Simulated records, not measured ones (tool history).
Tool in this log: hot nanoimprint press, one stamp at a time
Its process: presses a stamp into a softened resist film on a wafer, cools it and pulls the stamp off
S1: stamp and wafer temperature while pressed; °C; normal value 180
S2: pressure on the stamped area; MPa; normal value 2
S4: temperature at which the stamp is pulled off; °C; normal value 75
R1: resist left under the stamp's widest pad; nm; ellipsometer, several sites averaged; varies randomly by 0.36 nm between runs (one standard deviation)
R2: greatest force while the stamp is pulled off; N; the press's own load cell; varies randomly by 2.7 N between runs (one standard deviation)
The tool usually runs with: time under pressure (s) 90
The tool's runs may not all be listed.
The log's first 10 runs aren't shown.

run 11 hour=98 | S1=169 S2=1.58 time_under_pressure_(s)=90 S4=75 | R1=244.3 R2=131
run 12 hour=107.7 | S1=169 S2=1.58 time_under_pressure_(s)=90 S4=75 | R1=244.8 R2=131
run 13 hour=122.8 | S1=169 S2=1.55 time_under_pressure_(s)=90 S4=75 | R1=246.4 R2=127
run 14 hour=132.9 | S1=169 S2=1.55 time_under_pressure_(s)=90 S4=75 | R1=245.9 R2=134
run 15 hour=142.5 | S1=180 S2=2 time_under_pressure_(s)=68 S4=75 | R1=178 R2=129
run 16 hour=157.8 | S1=180 S2=2 time_under_pressure_(s)=68 S4=75 | R1=177.2 R2=126
-- hour=164.4 stamp cleaned and given a new release coat
run 17 hour=178.6 | S1=180 S2=2 time_under_pressure_(s)=68 S4=75 | R1=177 R2=131
run 18 hour=193.9 | S1=188 S2=2 time_under_pressure_(s)=105 S4=75 | R1=114.1 R2=126
run 19 hour=201.1 | S1=170 S2=2 time_under_pressure_(s)=96 S4=74 | R1=212.7 R2=132
-- hour=209.6 gauge calibrated
run 20 hour=213.8 | S1=170 S2=2 time_under_pressure_(s)=96 S4=74 | R1=216.8 R2=131
run 21 hour=220.7 | S1=170 S2=2 time_under_pressure_(s)=96 S4=74 | R1=216.1 R2=130
run 22 hour=228.8 | S1=170 S2=2 time_under_pressure_(s)=96 S4=74 | R1=217 R2=133
run 23 hour=244 | S1=170 S2=2 time_under_pressure_(s)=96 S4=74 | R1=216 R2=133
run 24 hour=258.5 | S1=170 S2=2 time_under_pressure_(s)=96 S4=74 | R1=215.2 R2=132
run 25 hour=267 | S1=185 S2=2.89 time_under_pressure_(s)=90 S4=75 | R1=114.6 R2=128
run 26 hour=280.9 | S1=173 S2=2.74 time_under_pressure_(s)=115 S4=61 | R1=160 R2=174
run 27 hour=295.4 | S1=183 S2=2.47 time_under_pressure_(s)=143 S4=63 | R1=106.7 R2=173
run 28 hour=307.4 | S1=172 S2=2.47 time_under_pressure_(s)=143 S4=72 | R1=158.8 R2=135
run 29 hour=320.1 | S1=180 S2=1.74 time_under_pressure_(s)=62 S4=75 | R1=195 R2=127
run 30 hour=334.4 | S1=180 S2=1.25 time_under_pressure_(s)=103 S4=75 | R1=182.9 R2=133
run 31 hour=348.1 | S1=180 S2=1.25 time_under_pressure_(s)=103 S4=75 | R1=183.2 R2=126

Branching from run 31: 3 alternative next runs. What would each branch give?
run A hour=360.4 | S1=180 S2=2.31 time_under_pressure_(s)=103 S4=75 | R1=? R2=?
run B hour=360.4 | S1=180 S2=1.56 time_under_pressure_(s)=90 S4=75 | R1=? R2=?
run C hour=360.4 | S1=180 S2=2 time_under_pressure_(s)=90 S4=79 | R1=? R2=?

run=A R1=140.4 R2=129
run=B R1=175.8 R2=125
run=C R1=158.3 R2=118
With the hidden condition removed and each run's random variation left untouched, the same runs would have given:
run=A R1=142.4 R2=128
run=B R1=178.4 R2=124
run=C R1=160.6 R2=118
